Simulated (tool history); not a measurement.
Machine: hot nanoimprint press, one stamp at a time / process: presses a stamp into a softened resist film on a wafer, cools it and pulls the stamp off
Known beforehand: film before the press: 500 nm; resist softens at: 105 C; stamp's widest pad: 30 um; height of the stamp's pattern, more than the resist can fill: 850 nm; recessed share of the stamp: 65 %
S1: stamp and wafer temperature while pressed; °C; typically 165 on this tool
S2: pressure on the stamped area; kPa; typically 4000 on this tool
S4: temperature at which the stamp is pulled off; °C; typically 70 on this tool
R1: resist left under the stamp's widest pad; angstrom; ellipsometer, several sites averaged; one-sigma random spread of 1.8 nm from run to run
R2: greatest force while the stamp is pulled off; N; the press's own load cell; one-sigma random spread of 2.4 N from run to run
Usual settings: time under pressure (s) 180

Run 1, hour 0: usual settings. Result: R1 3054 angstrom, R2 120 N.
Run 2, hour 20.1: usual settings. Result: R1 3083 angstrom, R2 120 N.
Run 3, hour 53.2: usual settings but S2 2420 kPa. Result: R1 3691 angstrom, R2 127 N.
Run 4, hour 90.4: usual settings but S2 2420 kPa, S4 67 °C. Result: R1 3723 angstrom, R2 135 N.
At hour 122.1: stamp cleaned and given a new release coat.
Run 5, hour 128.5: usual settings but S2 2420 kPa, S4 67 °C. Result: R1 3688 angstrom, R2 114 N.
Run 6, hour 161: usual settings. Result: R1 3105 angstrom, R2 112 N.
Run 7, hour 196.4: usual settings. Result: R1 3151 angstrom, R2 121 N.
Run 8, hour 229.8: usual settings. Result: R1 3167 angstrom, R2 127 N.
At hour 236.4: plate thermocouple calibrated.
Run 9, hour 259.3: usual settings. Result: R1 3017 angstrom, R2 124 N.
Run 10, hour 282.5: usual settings. Result: R1 3040 angstrom, R2 123 N.
Run 11, hour 307.7: usual settings. Result: R1 3058 angstrom, R2 132 N.
At hour 340.6: stamp cleaned and given a new release coat.
Run 12, hour 346.9: usual settings but S1 158 °C, S2 6030 kPa, time under pressure (s) 319. Result: R1 3019 angstrom, R2 105 N.
Run 13, hour 369.2: usual settings but S1 158 °C, S2 6030 kPa, time under pressure (s) 319. Result: R1 3062 angstrom, R2 113 N.
At hour 401: press's hydraulic seals changed and the load cell set to zero.
Run 14, hour 410.6: usual settings but S1 160 °C, time under pressure (s) 115, S4 77 °C. Result: R1 3954 angstrom, R2 102 N.
Run 15, hour 432.8: usual settings but S1 172 °C, S4 77 °C. Result: R1 2117 angstrom, R2 111 N.
Run 16, hour 463.4: usual settings but S1 172 °C, S4 77 °C. Result: R1 2127 angstrom, R2 115 N.
Run 17, hour 495.5: usual settings but S1 172 °C, S2 6110 kPa, S4 72 °C. Result: R1 1712 angstrom, R2 123 N.
Run 18, hour 518: usual settings but S1 168 °C, S2 3420 kPa, S4 72 °C. Result: R1 2827 angstrom, R2 125 N.
Run 19, hour 548.5: usual settings but S1 168 °C, S2 3420 kPa, S4 72 °C. Result: R1 2809 angstrom, R2 127 N.

What if the next run were any one of these 3? Each begins from the tool's condition after run 19:
At hour 564.8: stamp cleaned and given a new release coat.
Run A, hour 589.7: usual settings but S1 168 °C, S2 3420 kPa, time under pressure (s) 100, S4 72 °C. Result: R1 ?, R2 ?.
At hour 564.8: stamp cleaned and given a new release coat.
Run B, hour 589.7: usual settings but S1 171 °C, S2 3230 kPa, S4 58 °C. Result: R1 ?, R2 ?.
At hour 564.8: stamp cleaned and given a new release coat.
Run C, hour 589.7: usual settings but S1 166 °C. Result: R1 ?, R2 ?.

run    R1   R2
  A  3350  109
  B  2520  131
  C  2904  110
Without the tool's unlogged condition, the same runs would have read:
run    R1   R2
  A  3224  105
  B  2405  127
  C  2773  106
